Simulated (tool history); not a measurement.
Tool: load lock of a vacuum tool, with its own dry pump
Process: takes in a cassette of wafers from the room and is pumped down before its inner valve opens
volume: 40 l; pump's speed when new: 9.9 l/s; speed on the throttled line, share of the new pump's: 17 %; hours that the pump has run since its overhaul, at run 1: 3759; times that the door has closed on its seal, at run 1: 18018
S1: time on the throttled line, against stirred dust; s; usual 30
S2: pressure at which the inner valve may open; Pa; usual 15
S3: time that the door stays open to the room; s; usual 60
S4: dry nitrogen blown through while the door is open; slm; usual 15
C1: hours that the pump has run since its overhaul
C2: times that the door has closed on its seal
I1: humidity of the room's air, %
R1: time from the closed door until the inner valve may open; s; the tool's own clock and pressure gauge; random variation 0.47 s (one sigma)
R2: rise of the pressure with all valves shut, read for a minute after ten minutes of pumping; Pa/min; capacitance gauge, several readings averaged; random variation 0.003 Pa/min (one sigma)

run,hour,S1,S2,S3,S4,C1,C2,I1,R1,R2
1,0.0,30,15,60,15,3759,18018,42.9,61.1,0.574
2,90.8,30,15,60,15,3850,18409,45.1,62.0,0.596
3,182.9,30,15,60,15,3942,18806,42.8,61.9,0.623
4,271.8,30,15,60,15,4031,19189,44.9,62.1,0.660
5,341.7,30,15,60,15,4101,19490,45.4,62.2,0.654
6,426.3,30,15,60,15,4185,19855,45.8,62.0,0.675
7,489.5,30,15,60,8,4248,20127,48.2,61.4,0.695
8,539.4,30,15,60,25,4298,20342,45.9,62.2,0.692
9,603.9,30,15,60,25,4363,20619,46.9,61.7,0.705
# hour 703.6: door's seal changed, seat wiped
10,715.5,30,15,60,25,4473,51,46.7,62.2,0.017
11,820.9,30,14,60,15,4578,505,44.0,61.0,0.025
12,914.3,30,15,60,8,4672,907,47.3,61.5,0.038
13,986.7,30,15,60,8,4744,1219,46.3,61.5,0.046
14,1033.1,30,15,60,8,4791,1419,46.9,62.2,0.046
15,1086.7,30,15,60,8,4844,1650,47.3,62.2,0.052
16,1165.2,30,15,60,8,4923,1988,45.1,62.3,0.053
17,1250.9,17,15,60,15,5008,2357,42.7,51.3,0.056
18,1319.1,30,15,60,7,5077,2651,41.7,61.7,0.061
19,1370.6,30,15,70,15,5128,2873,42.6,61.6,0.058
20,1442.9,37,27,62,16,5200,3184,44.3,65.5,0.061
21,1502.6,30,15,46,13,5260,3441,40.3,61.9,0.064
22,1573.4,30,11,46,9,5331,3746,45.7,63.8,0.071
23,1636.1,16,11,46,15,5394,4017,44.3,52.9,0.075
24,1702.6,16,11,46,15,5460,4303,48.3,51.6,0.081
25,1787.3,30,11,99,15,5545,4668,42.9,63.9,0.092
26,1835.9,32,11,99,13,5593,4877,45.2,64.5,0.106
27,1922.2,44,15,37,15,5680,5249,42.8,73.6,0.095
28,2027.2,30,15,28,9,5785,5701,43.3,61.9,0.109
29,2088.9,30,15,28,9,5846,5967,46.5,62.6,0.113
30,2194.8,16,15,91,28,5952,6423,45.1,50.9,0.126
31,2261.3,16,15,91,28,6019,6709,42.5,51.8,0.135
32,2318.6,16,15,91,28,6076,6957,47.2,51.3,0.138
33,2399.5,16,15,91,28,6157,7305,46.3,51.0,0.151
34,2484.1,41,15,62,9,6242,7669,42.3,71.0,0.171
35,2546.1,41,15,62,5,6304,7937,43.3,71.0,0.188
36,2612.7,41,28,62,5,6370,8223,45.5,68.3,0.199
37,2679.9,41,28,62,5,6437,8513,45.6,68.3,0.208

Forecast each of these 3 alternatives for the next run:
A,2739.6,30,15,30,15,6497,8770,45.6,?,?
B,2739.6,30,15,137,15,6497,8770,44.3,?,?
C,2739.6,30,18,60,15,6497,8770,48.3,?,?

run,R1,R2
A,62.3,0.193
B,62.6,0.212
C,62.4,0.194
Without the tool's hidden state the same runs would have given:
run,R1,R2
A,60.5,0.014
B,60.7,0.034
C,60.6,0.019
